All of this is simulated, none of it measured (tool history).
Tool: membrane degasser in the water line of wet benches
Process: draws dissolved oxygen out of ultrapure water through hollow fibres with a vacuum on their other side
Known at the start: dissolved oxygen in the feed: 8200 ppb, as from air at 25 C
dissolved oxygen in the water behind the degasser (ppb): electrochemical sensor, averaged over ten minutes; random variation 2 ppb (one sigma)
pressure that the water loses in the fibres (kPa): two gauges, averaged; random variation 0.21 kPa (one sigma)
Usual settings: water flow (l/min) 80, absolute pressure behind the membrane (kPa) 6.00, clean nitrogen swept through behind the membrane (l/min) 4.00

| run | day | water flow (l/min) | absolute pressure behind the membrane (kPa) | clean nitrogen swept through behind the membrane (l/min) | dissolved oxygen in the water behind the degasser (ppb) | pressure that the water loses in the fibres (kPa) |
|---|---|---|---|---|---|---|
| 1 | 0.000 | 80 | 6.00 | 4.00 | 257.7 | 64.58 |
| 2 | 3.779 | 80 | 6.00 | 4.00 | 255.2 | 64.82 |
| 3 | 6.462 | 80 | 13.24 | 4.00 | 551.7 | 64.78 |
| 4 | 8.525 | 80 | 13.24 | 4.00 | 557.1 | 64.64 |
| 5 | 13.583 | 80 | 6.00 | 4.00 | 256.8 | 64.48 |
| 6 | 16.292 | 80 | 6.00 | 4.00 | 260.4 | 64.62 |
| 7 | 18.692 | 65 | 6.00 | 4.00 | 205.0 | 52.23 |
| 8 | 23.012 | 65 | 6.00 | 4.00 | 201.4 | 52.61 |
| 9 | 26.212 | 65 | 6.00 | 10.59 | 144.3 | 52.39 |
| 10 | 29.950 | 65 | 6.00 | 10.59 | 143.5 | 52.29 |
| 11 | 33.833 | 65 | 6.00 | 10.59 | 143.4 | 52.58 |
| 12 | 38.662 | 80 | 11.27 | 4.00 | 476.5 | 64.26 |
| 13 | 42.071 | 80 | 11.27 | 4.00 | 476.6 | 64.33 |
| 14 | 46.504 | 80 | 6.00 | 4.00 | 258.8 | 64.16 |
| 15 | 50.629 | 80 | 6.00 | 4.00 | 256.2 | 64.41 |
| 16 | 55.325 | 80 | 6.00 | 4.00 | 257.6 | 64.29 |
| 17 | 60.208 | 80 | 6.00 | 4.00 | 259.2 | 64.23 |
| 18 | 64.558 | 66 | 5.16 | 1.69 | 257.0 | 53.24 |
| 19 | 68.004 | 66 | 7.84 | 1.65 | 460.9 | 52.93 |
| 20 | 72.025 | 95 | 12.82 | 4.00 | 640.7 | 76.46 |
| 21 | 77.121 | 80 | 3.86 | 2.37 | 183.8 | 64.59 |
| 22 | 81.975 | 80 | 3.86 | 2.37 | 184.1 | 64.81 |
| 23 | 84.875 | 80 | 3.86 | 2.37 | 186.1 | 64.44 |
| 24 | 87.833 | 80 | 4.70 | 4.75 | 193.8 | 64.26 |
| 25 | 92.612 | 80 | 4.70 | 4.75 | 196.4 | 64.56 |
| 26 | 95.317 | 80 | 4.70 | 4.75 | 195.4 | 64.73 |
| 27 | 97.579 | 80 | 6.00 | 10.21 | 189.9 | 64.28 |
| 28 | 99.983 | 80 | 6.00 | 10.21 | 191.7 | 64.61 |
| 29 | 103.175 | 80 | 6.00 | 11.69 | 181.8 | 64.80 |
| 30 | 105.383 | 127 | 6.14 | 7.34 | 357.5 | 102.49 |
| 31 | 109.392 | 127 | 7.86 | 4.68 | 500.5 | 102.33 |
| 32 | 112.279 | 78 | 7.86 | 6.50 | 257.3 | 62.65 |

Not shown: 1 entry that the log had between the listed runs. Between which runs, and how does the tool's hidden state differ before and after?
Between runs 25 and 26: vacuum gauge calibrated (day 93.671)
  no hidden state differs between the two runs
